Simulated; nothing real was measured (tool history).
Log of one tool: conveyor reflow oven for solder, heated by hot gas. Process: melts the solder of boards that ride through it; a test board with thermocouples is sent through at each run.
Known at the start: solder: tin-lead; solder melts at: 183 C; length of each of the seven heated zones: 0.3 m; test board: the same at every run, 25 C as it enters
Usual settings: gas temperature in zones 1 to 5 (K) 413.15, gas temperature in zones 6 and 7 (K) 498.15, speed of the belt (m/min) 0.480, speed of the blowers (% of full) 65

run   hour  gas temperature in zones 1 to 5 (K)  gas temperature in zones 6 and 7 (K)  speed of the belt (m/min)  speed of the blowers (% of full)  highest temperature of the board (K)  time above the solder's melting point (s)
  1    0.0                               413.15                                498.15                      0.480                                65                                485.05                                       53.1
  2   64.2                               413.15                                498.15                      0.480                                65                                484.35                                       54.2
     117.2  -- belt drive overhauled, speed set with a stopwatch
  3  143.6                               413.15                                498.15                      0.480                                65                                483.45                                       50.5
  4  218.8                               413.15                                498.15                      0.480                                65                                483.65                                       51.0
     230.9  -- flux residue cleaned out of gas plates and filters
  5  265.7                               413.15                                498.15                      0.480                                65                                482.85                                       49.5
  6  342.0                               413.15                                498.15                      0.480                                81                                486.45                                       54.2
  7  389.4                               413.15                                498.15                      0.480                                81                                486.05                                       54.7
  8  454.3                               413.15                                490.15                      0.521                                56                                469.45                                       29.8
  9  533.9                               413.15                                490.15                      0.521                                56                                469.95                                       29.7
 10  614.6                               413.15                                490.15                      0.521                                56                                469.75                                       29.5
     625.4  -- flux residue cleaned out of gas plates and filters, once more
 11  665.1                               405.15                                490.15                      0.575                                75                                475.15                                       32.7
 12  699.9                               413.15                                495.15                      0.561                                84                                483.15                                       45.0
 13  741.6                               415.15                                509.15                      0.528                                89                                498.95                                       58.6

Forecast each of these 3 alternatives for the next run:
  A  803.3                               411.15                                501.15                      0.528                                60                                     ?                                          ?
  B  803.3                               415.15                                511.15                      0.528                                89                                     ?                                          ?
  C  803.3                               415.15                                487.15                      0.528                                89                                     ?                                          ?

run  highest temperature of the board (K)  time above the solder's melting point (s)
  A                                482.85                                       45.5
  B                                500.65                                       60.0
  C                                479.25                                       44.7
Without the tool's hidden state the same runs would have given:
run  highest temperature of the board (K)  time above the solder's melting point (s)
  A                                481.35                                       43.7
  B                                499.25                                       58.7
  C                                477.75                                       43.1
